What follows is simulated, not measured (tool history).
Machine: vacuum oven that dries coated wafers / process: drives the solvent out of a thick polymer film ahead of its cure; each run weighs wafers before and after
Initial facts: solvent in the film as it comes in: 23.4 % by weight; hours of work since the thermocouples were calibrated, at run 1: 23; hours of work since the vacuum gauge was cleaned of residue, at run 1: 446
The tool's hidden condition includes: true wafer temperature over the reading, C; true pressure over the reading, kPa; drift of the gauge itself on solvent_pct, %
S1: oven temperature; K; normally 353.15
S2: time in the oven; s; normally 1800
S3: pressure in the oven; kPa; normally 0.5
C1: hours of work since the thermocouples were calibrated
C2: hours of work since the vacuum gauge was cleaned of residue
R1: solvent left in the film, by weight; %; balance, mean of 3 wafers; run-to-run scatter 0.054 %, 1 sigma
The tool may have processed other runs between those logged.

run	hour	S1	S2	S3	C1	C2	R1
1	0	353.15	1800	0.5	23	446	4.23
2	8.6	353.15	1800	0.5	27	450	4.27
3	17.9	353.15	1800	0.5	32	454	4.33
4	28.6	353.15	1800	0.5	37	460	4.39
5	37.1	353.15	1800	0.5	41	464	4.34
6	42.3	362.15	1800	0.5	44	467	1.59
7	50.5	353.15	1800	1.071	48	471	4.38
8	58.6	353.15	1800	1.071	52	475	4.44
9	69.7	353.15	1800	1.071	57	480	4.42
10	77	353.15	1800	0.5	61	484	4.34
11	88.1	362.15	3000	0.251	66	489	0.41
12	94.9	353.15	900	0.732	70	493	9.06
13	103.6	362.15	1140	1.451	74	497	4.03
14	111.6	356.15	2100	0.273	78	501	2.46
15	116.9	356.15	2100	0.273	81	504	2.35
16	126.9	356.15	2100	0.273	86	509	2.38
17	137.4	356.15	2100	0.273	91	514	2.4
18	146.1	356.15	2100	0.273	95	518	2.39
19	151.3	348.15	2460	1.692	98	521	4.64
20	162.2	343.15	2460	1.692	103	526	6.62

Branching from run 20: 5 alternative next runs. What would each branch give?
A	169	343.15	1500	0.293	107	529	?
B	169	368.15	960	1.357	107	529	?
C	169	349.15	1800	0.5	107	529	?
D	169	352.15	1380	1.888	107	529	?
E	169	365.15	3000	0.267	107	529	?

run	R1
A	9.52
B	3.03
C	5.87
D	6.71
E	0.17
With the hidden condition removed and each run's random variation left untouched, the same runs would have given:
run	R1
A	9.38
B	2.94
C	5.73
D	6.58
E	0.11
